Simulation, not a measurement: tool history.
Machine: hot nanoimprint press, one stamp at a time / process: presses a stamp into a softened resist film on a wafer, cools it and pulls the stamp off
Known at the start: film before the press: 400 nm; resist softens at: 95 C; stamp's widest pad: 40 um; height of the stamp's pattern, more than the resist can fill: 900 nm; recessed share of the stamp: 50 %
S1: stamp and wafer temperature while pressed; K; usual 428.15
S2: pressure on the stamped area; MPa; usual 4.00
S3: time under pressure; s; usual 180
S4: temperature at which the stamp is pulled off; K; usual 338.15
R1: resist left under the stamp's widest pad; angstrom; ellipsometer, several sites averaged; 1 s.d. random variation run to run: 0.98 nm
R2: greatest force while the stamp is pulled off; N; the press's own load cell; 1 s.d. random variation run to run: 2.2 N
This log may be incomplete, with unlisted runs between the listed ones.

run,hour,S1,S2,S3,S4,R1,R2
1,0.0,428.15,4.00,180,338.15,1988,113
2,54.9,432.15,4.00,180,338.15,1680,134
3,108.9,432.15,4.00,180,338.15,1675,146
4,155.8,432.15,4.00,180,338.15,1668,153
5,206.2,428.15,4.00,326,338.15,1576,175
6,237.3,428.15,5.28,180,338.15,1697,184
7,280.1,428.15,5.28,180,338.15,1694,190
8,336.7,428.15,5.28,180,338.15,1693,199
# hour 386.2: stamp cleaned and given a new release coat
9,392.6,424.15,4.00,180,338.15,2252,93
10,418.1,424.15,4.00,180,338.15,2257,97
# hour 425.1: plate thermocouple calibrated
11,470.7,419.15,4.00,180,338.15,2664,112
12,527.1,419.15,4.00,180,338.15,2668,125
# hour 583.2: plate thermocouple calibrated, once more
13,585.7,419.15,4.00,180,338.15,2857,140
14,631.9,419.15,4.00,180,338.15,2851,154
15,658.4,419.15,4.00,180,338.15,2828,161
16,686.2,419.15,4.00,180,338.15,2797,156
17,741.9,419.15,4.00,180,338.15,2817,177
18,802.4,419.15,4.00,180,338.15,2787,193
19,849.7,419.15,4.00,240,339.15,2593,211
# hour 870.9: press's hydraulic seals changed and the load cell set to zero
# hour 902.9: stamp cleaned and given a new release coat
20,915.6,421.15,4.00,180,325.15,2516,107
21,956.1,431.15,4.00,106,338.15,2058,103
22,1001.2,431.15,4.00,106,338.15,2028,113
23,1047.2,428.15,5.08,258,326.15,1504,143
24,1079.2,432.15,2.58,145,338.15,2154,134
25,1118.0,428.15,4.00,145,336.15,2041,144
26,1145.3,437.15,2.86,343,331.15,1235,155
27,1186.6,437.15,5.61,316,330.15,862,170
28,1224.6,437.15,5.61,316,330.15,861,182
29,1276.3,437.15,5.61,316,330.15,864,196

Below are 4 alternative next runs, each starting from the tool's condition after run 29. Predict each:
A,1311.9,428.15,4.26,180,332.15,?,?
B,1311.9,418.15,2.85,193,330.15,?,?
C,1311.9,435.15,5.61,316,340.15,?,?
D,1311.9,421.15,4.00,180,324.15,?,?

run,R1,R2
A,1782,192
B,3014,207
C,937,188
D,2452,211
Stripped of hidden state, with their random variation kept, the same runs would have yielded:
run,R1,R2
A,1928,94
B,3181,102
C,1011,92
D,2633,104
